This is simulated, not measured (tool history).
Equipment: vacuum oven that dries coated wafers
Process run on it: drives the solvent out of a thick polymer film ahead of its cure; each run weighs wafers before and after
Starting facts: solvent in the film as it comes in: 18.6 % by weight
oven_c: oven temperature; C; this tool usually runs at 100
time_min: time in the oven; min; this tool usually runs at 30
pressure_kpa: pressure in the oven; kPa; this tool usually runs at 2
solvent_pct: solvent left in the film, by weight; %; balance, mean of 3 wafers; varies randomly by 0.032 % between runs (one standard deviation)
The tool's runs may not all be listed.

run	hour	oven_c	time_min	pressure_kpa	solvent_pct
1	0	100	30	2	2.22
2	71.7	100	30	2	2.23
3	109.1	100	30	2	2.14
4	188.6	100	30	2	2.21
5	229.4	100	30	7.96	4.8
6	278.1	97	30	2	2.96
7	333.9	97	30	2	2.92
8	412.5	97	30	2.39	3.11
9	452.4	97	30	2.39	3.11
# hour 481.9: oven's thermocouples calibrated
10	537.7	97	30	2.39	3.3
11	609.8	97	30	2.39	3.34
# hour 634.2: oven's thermocouples calibrated, once more
12	686.5	100	30	3.89	3.2
13	727	100	30	2.56	2.59
14	772.1	108	30	2	1.18
15	840.2	100	22	2	3.5
16	903.6	95	43	2	2.42
17	954	95	43	2	2.42
18	1029.1	97	36	2.45	2.73
19	1085.2	87	30	1.9	6.3
20	1138.5	111	50	2	0.77
21	1183.9	91	33	5.43	6.45
22	1242.8	100	44	2	1.58
# hour 1305.6: vacuum gauge cleaned of residue and calibrated
23	1329.9	103	23	7.27	4.57
24	1381.2	106	19	2	2.48
25	1458.8	100	18	2.85	4.73
26	1499.5	100	18	2.85	4.73
# hour 1518.8: oven's thermocouples calibrated
27	1566.1	102	36	2.38	1.48
28	1600.4	85	28	6.29	9.15
29	1676.6	85	51	7.05	7.57

Each row is a separate what-if for the run after 29, all from the same tool condition, not one after another. Results?
A	1738.5	104	51	1.24	?
B	1738.5	98	16	2	?
C	1738.5	115	30	2	?

run	solvent_pct
A	0.62
B	5.27
C	0.64
The same runs, with their run-to-run variation unchanged, on a tool lacking any hidden condition would have given:
run	solvent_pct
A	0.58
B	5.26
C	0.61
